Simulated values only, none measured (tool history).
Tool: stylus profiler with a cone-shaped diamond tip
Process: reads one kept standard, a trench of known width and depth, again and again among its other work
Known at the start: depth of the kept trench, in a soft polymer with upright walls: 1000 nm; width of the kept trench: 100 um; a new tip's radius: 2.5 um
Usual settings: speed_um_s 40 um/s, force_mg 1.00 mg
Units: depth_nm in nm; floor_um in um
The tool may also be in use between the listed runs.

run,hour,speed_um_s,force_mg,depth_nm,floor_um
1,0.0,40,1.00,1011.06,95.29
2,33.1,24,1.00,1010.92,95.33
3,84.1,40,1.00,1010.92,95.24
4,134.7,40,1.00,1011.31,95.23
5,171.2,40,1.00,1011.55,95.17
6,239.2,40,1.00,1011.27,95.16
7,288.1,40,2.23,1017.52,95.31
8,345.0,40,2.23,1017.41,95.34
9,418.0,59,1.00,1011.53,94.97
10,461.9,59,1.75,1015.48,95.05
11,514.0,40,1.07,1012.03,95.17
# hour 545.6: height scale calibrated on a step standard
12,554.3,40,1.07,1008.55,95.13
13,599.0,85,1.07,1008.83,94.68
14,634.9,40,1.00,1008.60,95.08
15,699.2,40,1.00,1008.28,95.10
16,758.3,40,1.00,1008.65,95.09
17,810.3,113,1.00,1008.24,94.34
18,847.4,113,1.00,1009.14,94.35
19,884.6,113,1.00,1008.74,94.37
20,955.2,113,2.28,1015.18,94.71
21,1023.9,160,2.83,1017.41,94.49
22,1090.9,14,1.68,1012.15,95.29
23,1136.9,14,1.68,1012.67,95.21
24,1203.0,26,0.95,1008.95,95.13
25,1245.5,13,0.59,1006.65,95.20
26,1287.3,11,2.97,1018.56,95.24
27,1351.9,49,0.36,1005.50,94.55
28,1415.1,48,1.00,1009.87,94.85
29,1481.7,17,1.48,1012.35,95.17
30,1556.6,40,1.32,1011.78,94.92
31,1622.5,64,1.85,1014.35,94.78
32,1676.9,113,0.74,1008.77,94.05
33,1708.1,16,0.41,1006.81,94.99
34,1752.6,83,0.75,1008.77,94.33
35,1812.5,21,1.73,1013.77,95.08
36,1883.0,23,0.40,1006.64,94.82

Hidden state or all else? Some run-to-run changes of depth_nm, split into what the settings, what came in and random variation would give without the hidden state, and what is left for the hidden state (with any gauge scatter that isn't in both results):
The hidden state here: radius of the tip, um; height scale over the true one, %; drift of the gauge itself on depth_nm, %; drift of the gauge itself on floor_um, %.
Run 11 -> 12: height scale calibrated on a step standard. depth_nm -3.48 nm: hidden state -3.58, all else +0.10.
Run 19 -> 20: force_mg 1.00 -> 2.28. depth_nm +6.44 nm: hidden state +0.13, all else +6.31.
Run 20 -> 21: speed_um_s 113 -> 160, force_mg 2.28 -> 2.83. depth_nm +2.23 nm: hidden state +0.13, all else +2.10.
Run 25 -> 26: speed_um_s 13 -> 11, force_mg 0.59 -> 2.97. depth_nm +11.91 nm: hidden state +0.10, all else +11.81.
Run 26 -> 27: speed_um_s 11 -> 49, force_mg 2.97 -> 0.36. depth_nm -13.06 nm: hidden state +0.08, all else -13.14.
Run 35 -> 36: speed_um_s 21 -> 23, force_mg 1.73 -> 0.40. depth_nm -7.13 nm: hidden state +0.11, all else -7.24.

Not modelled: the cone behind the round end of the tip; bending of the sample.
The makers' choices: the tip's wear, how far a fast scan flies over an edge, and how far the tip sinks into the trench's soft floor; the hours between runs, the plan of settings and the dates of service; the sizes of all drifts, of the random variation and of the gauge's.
